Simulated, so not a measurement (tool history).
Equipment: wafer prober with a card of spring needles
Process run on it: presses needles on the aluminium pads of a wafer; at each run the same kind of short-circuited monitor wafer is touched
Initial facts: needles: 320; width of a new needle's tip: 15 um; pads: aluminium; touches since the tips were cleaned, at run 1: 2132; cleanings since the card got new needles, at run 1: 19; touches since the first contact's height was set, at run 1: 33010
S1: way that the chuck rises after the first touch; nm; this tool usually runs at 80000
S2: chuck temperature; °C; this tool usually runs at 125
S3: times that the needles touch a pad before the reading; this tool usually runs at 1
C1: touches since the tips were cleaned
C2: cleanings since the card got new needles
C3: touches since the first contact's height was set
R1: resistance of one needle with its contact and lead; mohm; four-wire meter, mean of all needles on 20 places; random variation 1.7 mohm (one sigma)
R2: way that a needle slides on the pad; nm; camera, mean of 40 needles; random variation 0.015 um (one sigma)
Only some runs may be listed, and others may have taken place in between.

run   hour     S1   S2  S3    C1  C2     C3   R1     R2
  1      0  80000  125   1  2132  19  33010  178  13260
      15.2  -- tips cleaned on abrasive film
  2   33.3  80000  125   1  3569  20  39542  187  13270
      40.9  -- tips cleaned on abrasive film
  3   52.4  80000  125   2  2259  21  43278  177  13260
      67.7  -- tips cleaned on abrasive film
  4   68.8  80000  125   2   209  22  46493  170  13230
      94.6  -- tips cleaned on abrasive film
  5  100.7  80000  125   2  1209  23  52750  175  13290
     122.1  -- tips cleaned on abrasive film
  6  128.9  80000  125   2  1340  24  58274  172  13230
  7  142.5  80000  125   2  4022  24  60956  182  13260
     147.8  -- tips cleaned on abrasive film
  8  167.5  80000  125   2  3885  25  65856  178  13250
     174.6  -- tips cleaned on abrasive film
  9  188.3  80000  125   1  2703  26  69938  184  13250
       202  -- tips cleaned on abrasive film
 10  203.7  80000  125   1   326  27  72933  169  13240
 11  221.7  62000  125   1  3873  27  76480  204  10250
     224.9  -- height of the first contact set anew
     227.7  -- tips cleaned on abrasive film
 12  247.1  62000  125   1  3823  28   4360  205  10330
     254.1  -- tips cleaned on abrasive film
 13  271.7  62000  125   1  3475  29   9181  204  10320
     279.9  -- tips cleaned on abrasive film
 14  286.4  62000  125   1  1276  30  12052  187  10320
 15  302.7  80000  125   1  4481  30  15257  191  13330

Estimate the outcome of run 16 from the log above:
     305.6  -- tips cleaned on abrasive film
 16  319.3  100000  66   3  2688  31  18504   ?   ?

Run 16 yielded R1 163 mohm, R2 16650 nm.
Take away the tool's hidden state, keep the run-to-run variation as it was, and the same run would have given R1 158 mohm, R2 16670 nm.

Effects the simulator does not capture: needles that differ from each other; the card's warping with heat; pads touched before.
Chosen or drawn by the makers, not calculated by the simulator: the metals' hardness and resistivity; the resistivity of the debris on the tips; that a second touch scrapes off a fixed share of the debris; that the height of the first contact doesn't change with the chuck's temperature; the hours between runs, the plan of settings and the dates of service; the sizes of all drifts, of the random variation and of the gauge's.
